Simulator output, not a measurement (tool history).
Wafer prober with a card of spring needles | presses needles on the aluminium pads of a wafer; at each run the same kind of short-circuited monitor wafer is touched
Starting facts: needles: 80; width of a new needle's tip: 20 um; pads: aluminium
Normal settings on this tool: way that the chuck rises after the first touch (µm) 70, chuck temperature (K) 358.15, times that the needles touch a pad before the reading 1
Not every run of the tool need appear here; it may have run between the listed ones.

run	day	way that the chuck rises after the first touch (µm)	chuck temperature (K)	times that the needles touch a pad before the reading	resistance of one needle with its contact and lead (mohm)	way that a needle slides on the pad (µm)
1	0.000	70	358.15	1	126	13.98
# day 0.125: tips cleaned on abrasive film
# day 0.654: tips cleaned on abrasive film
# day 1.158: tips cleaned on abrasive film
2	1.192	70	358.15	1	117	13.94
# day 1.771: tips cleaned on abrasive film
# day 2.379: tips cleaned on abrasive film
3	2.683	70	354.15	1	122	13.92
# day 2.929: tips cleaned on abrasive film
# day 3.488: tips cleaned on abrasive film
4	3.779	70	358.15	1	122	13.86
# day 4.054: tips cleaned on abrasive film
# day 4.638: tips cleaned on abrasive film
5	4.638	70	358.15	1	117	13.92
# day 5.158: tips cleaned on abrasive film
# day 5.679: tips cleaned on abrasive film
6	5.679	70	358.15	1	113	13.82
# day 6.246: tips cleaned on abrasive film
# day 6.771: tips cleaned on abrasive film
7	7.062	70	358.15	1	120	13.82
# day 7.288: tips cleaned on abrasive film
# day 7.833: tips cleaned on abrasive film
8	7.888	70	358.15	1	117	13.79
# day 8.396: tips cleaned on abrasive film
9	8.862	70	315.15	1	124	13.81
# day 8.979: tips cleaned on abrasive film
# day 9.562: tips cleaned on abrasive film
# day 10.088: tips cleaned on abrasive film
10	10.288	70	358.15	1	121	13.71
# day 10.592: tips cleaned on abrasive film
# day 11.138: tips cleaned on abrasive film
11	11.212	70	358.15	1	115	13.75
# day 11.642: tips cleaned on abrasive film
12	11.975	70	299.15	1	116	13.72
# day 12.179: tips cleaned on abrasive film
# day 12.579: height of the first contact set anew
# day 12.717: tips cleaned on abrasive film
13	12.717	70	299.15	1	108	14.17
# day 13.250: tips cleaned on abrasive film
14	13.462	70	312.15	1	116	14.07
# day 13.783: tips cleaned on abrasive film
# day 14.379: tips cleaned on abrasive film
# day 14.888: tips cleaned on abrasive film
15	15.038	70	358.15	1	118	14.04
# day 15.483: tips cleaned on abrasive film
# day 16.038: tips cleaned on abrasive film
16	16.208	70	358.15	1	121	13.98
# day 16.546: tips cleaned on abrasive film
# day 17.067: tips cleaned on abrasive film
# day 17.625: tips cleaned on abrasive film
17	17.808	70	355.15	3	117	13.96
# day 18.238: tips cleaned on abrasive film
18	18.554	70	355.15	3	116	13.88
# day 18.804: tips cleaned on abrasive film
19	19.262	70	358.15	1	126	13.97
# day 19.358: tips cleaned on abrasive film
# day 19.904: tips cleaned on abrasive film
# day 20.421: tips cleaned on abrasive film
20	20.467	70	358.15	1	116	13.95
# day 20.979: tips cleaned on abrasive film
21	21.150	78	358.15	3	115	15.53
# day 21.558: tips cleaned on abrasive film
22	21.925	80	358.15	1	121	15.97
# day 22.112: tips cleaned on abrasive film
# day 22.696: tips cleaned on abrasive film
23	23.100	64	358.15	3	118	12.71
# day 23.304: tips cleaned on abrasive film
# day 23.804: tips cleaned on abrasive film
24	24.075	54	321.15	2	120	10.59
# day 24.354: tips cleaned on abrasive film
# day 24.896: tips cleaned on abrasive film
25	25.288	84	326.15	2	114	16.59
# day 25.417: tips cleaned on abrasive film
# day 26.000: tips cleaned on abrasive film
26	26.217	52	300.15	2	119	10.18
# day 26.538: tips cleaned on abrasive film
# day 27.050: tips cleaned on abrasive film
27	27.342	68	299.15	2	115	13.30
# day 27.562: tips cleaned on abrasive film
# day 28.083: tips cleaned on abrasive film
# day 28.633: tips cleaned on abrasive film
28	28.633	70	305.15	1	109	13.71
# day 29.158: tips cleaned on abrasive film
29	29.525	87	313.15	2	112	17.13
# day 29.771: tips cleaned on abrasive film
# day 30.342: tips cleaned on abrasive film
30	30.562	78	346.15	2	115	15.30
# day 30.842: tips cleaned on abrasive film
# day 31.383: tips cleaned on abrasive film
# day 31.396: height of the first contact set anew
31	31.825	78	346.15	2	116	15.74

Consider 3 possible next runs. They are alternatives, not a sequence: every one starts from the tool as it was left by run 31. What does each give?
# day 31.896: tips cleaned on abrasive film
# day 32.462: tips cleaned on abrasive film
# day 32.992: tips cleaned on abrasive film
A	33.071	55	307.15	3	?	?
# day 31.896: tips cleaned on abrasive film
# day 32.462: tips cleaned on abrasive film
# day 32.992: tips cleaned on abrasive film
B	33.071	64	346.15	2	?	?
# day 31.896: tips cleaned on abrasive film
# day 32.462: tips cleaned on abrasive film
# day 32.992: tips cleaned on abrasive film
C	33.071	72	346.15	2	?	?

run	resistance of one needle with its contact and lead (mohm)	way that a needle slides on the pad (µm)
A	113	11.04
B	116	12.85
C	115	14.53
The same runs, with their run-to-run variation unchanged, on a tool lacking any hidden condition would have given:
run	resistance of one needle with its contact and lead (mohm)	way that a needle slides on the pad (µm)
A	110	11.08
B	112	12.89
C	112	14.56
